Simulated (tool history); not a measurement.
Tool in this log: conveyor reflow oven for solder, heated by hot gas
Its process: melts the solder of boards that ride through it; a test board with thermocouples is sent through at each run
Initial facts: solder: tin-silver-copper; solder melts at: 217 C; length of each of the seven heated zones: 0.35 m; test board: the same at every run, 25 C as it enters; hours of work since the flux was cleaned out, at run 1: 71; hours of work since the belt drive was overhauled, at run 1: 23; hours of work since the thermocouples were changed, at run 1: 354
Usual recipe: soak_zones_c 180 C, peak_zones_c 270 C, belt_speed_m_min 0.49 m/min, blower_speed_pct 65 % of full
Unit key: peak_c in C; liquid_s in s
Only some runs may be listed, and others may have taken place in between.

run	hour	soak_zones_c	peak_zones_c	belt_speed_m_min	blower_speed_pct	hours of work since the flux was cleaned out	hours of work since the belt drive was overhauled	hours of work since the thermocouples were changed	peak_c	liquid_s
1	0	180	270	0.49	65	71	23	354	252	65.9
2	12.8	180	270	0.49	65	77	29	360	252.3	66.3
3	22.1	180	270	0.49	65	81	34	364	251.9	66.1
4	33.1	180	270	0.49	65	86	39	370	252.6	65.4
5	45	180	270	0.49	65	92	44	375	251.8	65.9
6	57.1	180	270	0.49	65	97	50	381	252.5	65.9
7	64.5	180	270	0.469	65	101	53	384	253.8	70.4
8	73.6	180	270	0.422	65	105	58	388	256.7	81.6
9	82.8	180	270	0.422	65	109	62	393	256.3	81.8
10	91.3	180	270	0.422	65	113	66	397	256.3	81.3
11	97.7	180	270	0.422	65	116	69	400	256.4	81.6
# hour 103.7: flux residue cleaned out of gas plates and filters
12	109.3	180	270	0.422	65	3	72	403	255.9	81.6
13	122.6	180	270	0.49	60	9	78	409	250.6	63.7
14	130.9	180	270	0.49	60	13	82	413	250.3	63.4
15	137.1	180	277	0.49	84	16	85	416	260.9	72.7
16	145.1	180	277	0.49	84	19	89	419	260.8	72.9
17	154.3	171	265	0.399	84	24	93	424	254.9	82.5
18	163.4	171	265	0.399	84	28	97	428	254.7	82
19	174.3	171	265	0.399	84	33	102	433	254.7	81.8
# hour 188: flux residue cleaned out of gas plates and filters, once more
20	189.4	190	265	0.399	65	1	107	438	254.8	92
21	202.2	190	265	0.399	65	7	113	444	254.6	91.6
22	213	184	270	0.468	65	12	118	449	254.8	72.8
23	222.4	184	270	0.453	51	16	122	453	252	73
24	234.1	184	270	0.453	51	21	128	459	251.6	72.9
25	245.3	180	270	0.586	78	27	133	464	249.2	52.2
26	257	189	276	0.432	62	32	138	469	261.9	87.9
27	269.1	183	270	0.49	72	38	144	475	253.7	69.2

Alternative continuations, all from the tool just after run 27; predict every row:
A	275	183	280	0.49	73	41	147	478	?	?
B	275	182	270	0.489	74	41	147	478	?	?
C	275	183	270	0.49	64	41	147	478	?	?

run	peak_c	liquid_s
A	263	75.2
B	254.1	69.3
C	252.4	67.4
Without the tool's unlogged condition, the same runs would have read:
run	peak_c	liquid_s
A	263.9	75.7
B	254.9	69.9
C	253.3	68
